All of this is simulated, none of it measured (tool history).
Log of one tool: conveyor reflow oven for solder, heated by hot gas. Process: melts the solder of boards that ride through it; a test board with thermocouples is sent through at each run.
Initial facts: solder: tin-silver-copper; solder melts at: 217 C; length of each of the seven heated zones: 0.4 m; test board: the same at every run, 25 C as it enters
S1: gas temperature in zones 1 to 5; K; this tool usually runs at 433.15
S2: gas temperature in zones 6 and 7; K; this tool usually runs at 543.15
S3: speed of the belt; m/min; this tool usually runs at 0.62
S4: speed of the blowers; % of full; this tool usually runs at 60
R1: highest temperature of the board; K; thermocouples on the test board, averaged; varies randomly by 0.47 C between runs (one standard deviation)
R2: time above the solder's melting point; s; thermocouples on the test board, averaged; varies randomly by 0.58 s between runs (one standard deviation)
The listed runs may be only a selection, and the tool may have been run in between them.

run	hour	S1	S2	S3	S4	R1	R2
1	0	433.15	543.15	0.62	60	518.95	46.7
2	65.8	433.15	543.15	0.62	60	517.95	45.4
3	129.2	433.15	543.15	0.62	57	516.35	45.6
4	199.1	433.15	543.15	0.62	57	516.05	43.2
5	227.2	433.15	543.15	0.62	57	515.25	44.5
6	290.8	433.15	543.15	0.62	57	515.55	43.4
7	339.3	433.15	543.15	0.62	57	515.35	41.6
8	388.2	433.15	543.15	0.62	60	514.85	42.3
# hour 459.7: flux residue cleaned out of gas plates and filters
9	460.3	433.15	543.15	0.62	84	525.45	54
10	512.9	433.15	543.15	0.62	84	524.25	53.5
11	550.2	433.15	549.15	0.62	84	529.95	56.4
12	611.9	430.15	543.15	0.62	60	518.45	44.2
13	668.1	430.15	543.15	0.62	60	518.05	44.7
14	708.1	433.15	534.15	0.62	60	510.35	37.8
15	739	433.15	534.15	0.62	60	509.85	38.1
16	786.4	433.15	534.15	0.62	60	509.75	37.5
17	854.6	433.15	534.15	0.62	60	509.65	35.7
18	882.7	424.15	533.15	0.662	59	503.35	23.7
19	924.5	424.15	533.15	0.662	59	503.45	22.1
20	972.3	424.15	533.15	0.662	59	501.65	22
21	1000.6	424.15	533.15	0.662	59	502.15	20.7
# hour 1046.7: flux residue cleaned out of gas plates and filters
22	1055.8	432.15	545.15	0.62	86	526.45	56.1
23	1112.2	425.15	532.15	0.662	75	508.35	33.2
24	1154.8	444.15	556.15	0.543	81	539.85	76.8
25	1211.3	444.15	556.15	0.543	81	540.15	78.5
26	1270.3	444.15	535.15	0.503	63	520.65	68.9
# hour 1309.7: belt drive overhauled, speed set with a stopwatch
27	1326.8	444.15	549.15	0.503	63	531.45	75.7
28	1363.5	444.15	549.15	0.503	63	530.55	76.3
29	1406.4	444.15	549.15	0.503	63	530.95	76.3
30	1458.8	420.15	541.15	0.705	83	508.45	28

Selected run-to-run steps in R1, each split into two signed amounts: the part the tool would show with no hidden state at all (from settings, incoming material and random variation), and the remainder, which goes to the hidden state together with any gauge scatter not common to the measured and the hidden-state-free results:
The hidden state here: heat that the gas passes to the board, % of a clean oven's; belt's true speed, % of the reading; true gas temperature in zones 6 and 7 over the reading, C; drift of the gauge itself on peak_c, C; drift of the gauge itself on liquid_s, %.
Run 8 -> 9: S4 60 -> 84, flux residue cleaned out of gas plates and filters. R1 +10.6 K: hidden state +4.6, all else +6.
Run 21 -> 22: S1 424.15 -> 432.15, S2 533.15 -> 545.15, S3 0.662 -> 0.62, S4 59 -> 86, flux residue cleaned out of gas plates and filters. R1 +24.3 K: hidden state +4.4, all else +19.9.
Run 23 -> 24: S1 425.15 -> 444.15, S2 532.15 -> 556.15, S3 0.662 -> 0.543, S4 75 -> 81. R1 +31.5 K: hidden state -0.5, all else +32.
Run 29 -> 30: S1 444.15 -> 420.15, S2 549.15 -> 541.15, S3 0.503 -> 0.705, S4 63 -> 83. R1 -22.5 K: hidden state -2.4, all else -20.1.
